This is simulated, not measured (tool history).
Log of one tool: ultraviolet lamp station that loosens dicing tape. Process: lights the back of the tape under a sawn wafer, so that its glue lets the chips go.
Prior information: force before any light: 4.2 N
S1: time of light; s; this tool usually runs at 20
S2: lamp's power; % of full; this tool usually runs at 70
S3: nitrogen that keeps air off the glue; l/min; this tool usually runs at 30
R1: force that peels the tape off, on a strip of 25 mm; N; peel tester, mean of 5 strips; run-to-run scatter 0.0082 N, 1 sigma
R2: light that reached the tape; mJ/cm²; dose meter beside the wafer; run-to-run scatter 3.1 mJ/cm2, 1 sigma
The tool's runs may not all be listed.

run 1 hour=0 | S1=20 S2=70 S3=30 | R1=0.392 R2=415
run 2 hour=14.3 | S1=20 S2=70 S3=30 | R1=0.41 R2=423
run 3 hour=24.9 | S1=20 S2=70 S3=30 | R1=0.387 R2=415
run 4 hour=36.8 | S1=20 S2=70 S3=30 | R1=0.411 R2=422
run 5 hour=47.3 | S1=20 S2=70 S3=30 | R1=0.385 R2=414
run 6 hour=62.1 | S1=20 S2=70 S3=30 | R1=0.417 R2=410
run 7 hour=84.3 | S1=20 S2=70 S3=30 | R1=0.418 R2=408
run 8 hour=94 | S1=20 S2=70 S3=30 | R1=0.41 R2=402
run 9 hour=108.3 | S1=20 S2=70 S3=30 | R1=0.405 R2=404
run 10 hour=120 | S1=18 S2=70 S3=30 | R1=0.499 R2=362
run 11 hour=129.2 | S1=18 S2=70 S3=25 | R1=0.534 R2=359
run 12 hour=138.9 | S1=18 S2=70 S3=25 | R1=0.54 R2=362
run 13 hour=156.8 | S1=14 S2=70 S3=25 | R1=0.815 R2=280
-- hour=158.8 window cleaned of glue's vapour
run 14 hour=171.7 | S1=12 S2=70 S3=30 | R1=1.068 R2=220
run 15 hour=190.1 | S1=12 S2=70 S3=28 | R1=1.024 R2=212
run 16 hour=207.2 | S1=20 S2=91 S3=52 | R1=0.291 R2=466
-- hour=220.4 window cleaned of glue's vapour, once more
run 17 hour=220.4 | S1=20 S2=78 S3=21 | R1=0.324 R2=501
run 18 hour=234.9 | S1=20 S2=99 S3=10 | R1=0.307 R2=646
run 19 hour=244.3 | S1=26 S2=83 S3=20 | R1=0.231 R2=689
run 20 hour=265.4 | S1=26 S2=83 S3=20 | R1=0.224 R2=687
run 21 hour=283.4 | S1=11 S2=69 S3=30 | R1=0.927 R2=244
run 22 hour=302.2 | S1=11 S2=69 S3=30 | R1=0.947 R2=234

Forecast each of these 5 alternatives for the next run:
run A hour=318.2 | S1=11 S2=62 S3=42 | R1=? R2=?
run B hour=318.2 | S1=21 S2=95 S3=15 | R1=? R2=?
run C hour=318.2 | S1=13 S2=69 S3=30 | R1=? R2=?
run D hour=318.2 | S1=24 S2=95 S3=54 | R1=? R2=?
run E hour=318.2 | S1=27 S2=70 S3=30 | R1=? R2=?

run=A R1=1.017 R2=216
run=B R1=0.269 R2=623
run=C R1=0.753 R2=278
run=D R1=0.198 R2=704
run=E R1=0.239 R2=585
With the hidden condition removed and each run's random variation left untouched, the same runs would have given:
run=A R1=0.91 R2=235
run=B R1=0.243 R2=677
run=C R1=0.664 R2=302
run=D R1=0.191 R2=765
run=E R1=0.22 R2=635
